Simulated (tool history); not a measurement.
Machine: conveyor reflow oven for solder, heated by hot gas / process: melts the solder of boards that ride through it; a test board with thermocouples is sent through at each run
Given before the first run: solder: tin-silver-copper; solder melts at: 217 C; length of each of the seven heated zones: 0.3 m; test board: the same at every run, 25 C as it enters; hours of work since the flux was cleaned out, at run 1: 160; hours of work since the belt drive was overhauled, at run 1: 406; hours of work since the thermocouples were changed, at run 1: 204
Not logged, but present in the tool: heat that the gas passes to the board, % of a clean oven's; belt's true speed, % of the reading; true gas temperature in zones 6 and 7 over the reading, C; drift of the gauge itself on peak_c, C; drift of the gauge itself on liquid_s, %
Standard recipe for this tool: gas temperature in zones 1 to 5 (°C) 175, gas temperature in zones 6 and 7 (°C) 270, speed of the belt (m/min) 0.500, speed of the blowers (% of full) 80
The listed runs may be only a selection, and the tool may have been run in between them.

run  hour  gas temperature in zones 1 to 5 (°C)  gas temperature in zones 6 and 7 (°C)  speed of the belt (m/min)  speed of the blowers (% of full)  hours of work since the flux was cleaned out  hours of work since the belt drive was overhauled  hours of work since the thermocouples were changed  highest temperature of the board (°C)  time above the solder's melting point (s)
  1   0.0                                   175                                    270                      0.500                                80                                           160                                                406                                                 204                                  254.5                                       56.7
  2   4.9                                   175                                    270                      0.500                                80                                           163                                                409                                                 207                                  255.0                                       56.8
  3  12.7                                   175                                    270                      0.500                                80                                           168                                                414                                                 212                                  255.1                                       56.8
  4  20.8                                   175                                    270                      0.500                                80                                           173                                                418                                                 217                                  254.3                                       56.4
  5  30.3                                   175                                    270                      0.500                                80                                           178                                                424                                                 222                                  254.9                                       56.7
  6  35.1                                   175                                    270                      0.500                                80                                           181                                                427                                                 225                                  254.7                                       56.4
  7  44.5                                   175                                    270                      0.445                                88                                           187                                                433                                                 231                                  259.7                                       67.6
  8  53.6                                   180                                    270                      0.500                                80                                           192                                                438                                                 237                                  255.4                                       59.0

For run 9, what comes out?
  9  61.7                                   175                                    270                      0.410                                80                                           197                                                443                                                 241                                      ?                                          ?

Run 9 came out at highest temperature of the board (°C) 260.5, time above the solder's melting point (s) 74.2.
If the tool had no hidden condition, the same run with the same run-to-run variation would have returned highest temperature of the board (°C) 260.6, time above the solder's melting point (s) 73.6.

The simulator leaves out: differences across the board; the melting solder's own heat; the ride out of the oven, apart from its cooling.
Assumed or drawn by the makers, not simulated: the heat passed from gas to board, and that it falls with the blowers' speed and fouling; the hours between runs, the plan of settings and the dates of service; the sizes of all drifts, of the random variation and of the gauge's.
